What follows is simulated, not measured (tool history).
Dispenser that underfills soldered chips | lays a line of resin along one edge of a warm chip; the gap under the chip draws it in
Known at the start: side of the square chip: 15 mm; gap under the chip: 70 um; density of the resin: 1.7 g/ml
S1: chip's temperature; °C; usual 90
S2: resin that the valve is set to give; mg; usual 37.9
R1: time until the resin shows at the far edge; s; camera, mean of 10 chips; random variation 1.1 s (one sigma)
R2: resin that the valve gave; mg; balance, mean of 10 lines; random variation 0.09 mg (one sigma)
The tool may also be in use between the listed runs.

run,hour,S1,S2,R1,R2
1,0,90,37.9,138.6,36.71
# hour 8.3: new syringe of resin
2,8.4,90,37.9,113,36.62
# hour 12.5: dispensing valve cleaned and set on the balance
3,16.6,90,37.9,145.5,37.85
# hour 23.2: new syringe of resin
4,26.3,92,37.9,117.3,37.76
# hour 37.6: new syringe of resin
5,38.5,92,37.9,105.5,37.73
6,48.3,92,37.9,152.8,37.68
# hour 51.4: new syringe of resin
7,63.3,92,37.9,159.8,37.33
# hour 65.9: new syringe of resin
8,75.1,79,37.9,244.1,37.18
# hour 79.8: new syringe of resin
9,91.5,90,37.9,174.7,37.02
# hour 94: new syringe of resin
10,99.9,90,42.5,139.6,41.7
# hour 107.9: new syringe of resin
11,113.7,83,41.8,181,40.59
# hour 122.8: new syringe of resin
12,130.4,84,47.6,183.8,46.2
# hour 137.1: new syringe of resin
# hour 144.2: dispensing valve cleaned and set on the balance
13,145.1,94,45.6,124.3,45.49
# hour 151.9: new syringe of resin
14,153.6,94,45.6,102.8,45.46
# hour 165.7: new syringe of resin
15,165.7,90,32.8,118.6,32.54
16,177.2,90,32.8,176.5,32.35
# hour 179.7: new syringe of resin
17,184.7,90,46.8,134.6,46.39
# hour 193.7: new syringe of resin
18,201.5,90,46.8,146,45.85
# hour 207.8: new syringe of resin
19,215.2,104,43.1,86.8,42.31

5 ways to go on from here, each from the tool as it stands after run 19. What would each give?
# hour 222.2: new syringe of resin
A,226.1,98,43.1,?,?
# hour 222.2: new syringe of resin
B,226.1,79,44.1,?,?
# hour 222.2: new syringe of resin
C,226.1,96,43.1,?,?
# hour 222.2: new syringe of resin
D,226.1,104,42.9,?,?
# hour 222.2: new syringe of resin
E,226.1,93,43.1,?,?

run,R1,R2
A,96.4,41.88
B,204.6,43.07
C,105.8,42.19
D,78.9,41.83
E,117,42.21
Without the tool's hidden state the same runs would have given:
run,R1,R2
A,77.8,42.84
B,164,44.05
C,85.4,43.15
D,63.8,42.78
E,94.3,43.17
